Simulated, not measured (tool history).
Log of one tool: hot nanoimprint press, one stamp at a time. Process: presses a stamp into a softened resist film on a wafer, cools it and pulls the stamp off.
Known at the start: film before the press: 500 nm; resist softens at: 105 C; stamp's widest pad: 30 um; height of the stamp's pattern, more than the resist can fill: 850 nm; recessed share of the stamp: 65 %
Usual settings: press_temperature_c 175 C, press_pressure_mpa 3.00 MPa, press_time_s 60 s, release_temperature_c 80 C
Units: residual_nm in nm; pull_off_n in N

run	day	press_temperature_c	press_pressure_mpa	press_time_s	release_temperature_c	residual_nm	pull_off_n
1	0.000	175	3.00	60	80	281.3	246
2	2.492	180	3.00	60	80	239.2	132
3	3.800	180	3.00	60	80	239.0	135
4	5.858	180	3.00	60	80	235.0	149
5	7.812	175	3.00	60	80	280.3	150
6	9.954	175	3.00	60	80	275.4	160
7	11.471	175	3.00	60	80	275.8	165
8	12.629	173	1.81	60	80	354.5	171
9	14.038	173	1.81	60	80	356.4	170
10	15.992	175	3.00	30	80	337.8	179
11	17.646	172	3.00	66	80	294.9	198
12	19.396	172	3.00	51	82	316.0	189
13	21.712	172	3.00	51	65	336.5	266
14	22.833	175	4.51	60	85	246.0	201

Taken out of this log: 2 entries between the listed runs. Where each belongs, and how the hidden state differs across it:
Between runs 1 and 2: stamp cleaned and given a new release coat (day 1.029)
  true temperature over the reading, C: 0.77 -> 0.89; pressure that arrives at the usual setting, %: 97.85 -> 97.62; grip of the stamp's worn release coat, % over a new coat's: 95.8 -> 4.2
  measured less the result without the state, residual_nm: -4.4 -> -4.3 nm; pull_off_n: +118 -> +3 N
Between runs 12 and 13: plate thermocouple calibrated (day 20.267)
  true temperature over the reading, C: 1.82 -> -0.15; pressure that arrives at the usual setting, %: 95.91 -> 95.7; grip of the stamp's worn release coat, % over a new coat's: 58.5 -> 66.3
  measured less the result without the state, residual_nm: -12.2 -> +6.7 nm; pull_off_n: +65 -> +107 N
